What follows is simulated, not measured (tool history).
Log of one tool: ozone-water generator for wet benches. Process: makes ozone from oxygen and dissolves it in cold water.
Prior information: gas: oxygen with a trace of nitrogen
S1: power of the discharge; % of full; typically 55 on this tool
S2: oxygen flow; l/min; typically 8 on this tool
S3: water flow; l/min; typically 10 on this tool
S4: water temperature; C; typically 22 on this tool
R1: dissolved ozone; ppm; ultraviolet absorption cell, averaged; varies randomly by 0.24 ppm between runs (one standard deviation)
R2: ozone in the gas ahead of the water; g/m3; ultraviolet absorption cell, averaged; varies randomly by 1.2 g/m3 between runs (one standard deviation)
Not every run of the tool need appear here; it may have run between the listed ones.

run   hour  S1     S2  S3  S4    R1     R2
  1      0  55      8  10  22    36    207
  2   40.5  55      8  10  28  31.3  208.3
  3   94.3  55      8  10  28  31.1  206.7
     126.7  -- water thermometer calibrated
  4  134.9  55      8  10  22  35.9  206.3
  5  173.6  55      8  10  22  36.6  206.9
  6  202.2  55      8  10  22  36.1  207.7
  7  245.8  55      8  10  22  36.5  206.1
  8  284.6  55      8  10  22  36.1  206.1
  9  315.2  55      8  10  22  36.2  205.3
 10  346.9  55      8  10  22  36.2  205.2
 11  388.5  55      8  10  22  35.3  205.1
 12  429.5  55      8  10  22  36.2  204.5
 13    472  54      8  14  22  29.3  201.2
 14  529.5  85      8  14  22  44.3  306.2
 15  584.3  77  14.24   6  22  43.7  187.7
 16  615.5  77  14.24   6  22  43.6  187.4
 17  652.9  55      8  10  17  40.7  204.1
 18  701.4  55      8  10  17  39.8  205.2
 19  729.1  55   9.62  15  22  26.4  181.6
 20    770  57      8  11  22  35.4  212.2
 21  806.4  57      8  11  22  35.6  211.8
 22  832.1  56   8.98  13  22  30.1    191
 23  887.1  47      8  10  28    27  177.6
 24  933.5  47      8  10  28  26.4  176.2

Predict each of these 3 candidate next runs independently; none follows another, all start after run 24:
  A  990.8  55      8  10  19   ?   ?
  B  990.8  47  11.07  12  16   ?   ?
  C  990.8  78      8   7  16   ?   ?

run    R1     R2
  A  38.1  203.9
  B  28.2  142.6
  C  66.2    282
Stripped of hidden state, with their random variation kept, the same runs would have yielded:
run    R1     R2
  A  39.7  210.1
  B  29.2  146.1
  C  69.7  294.2
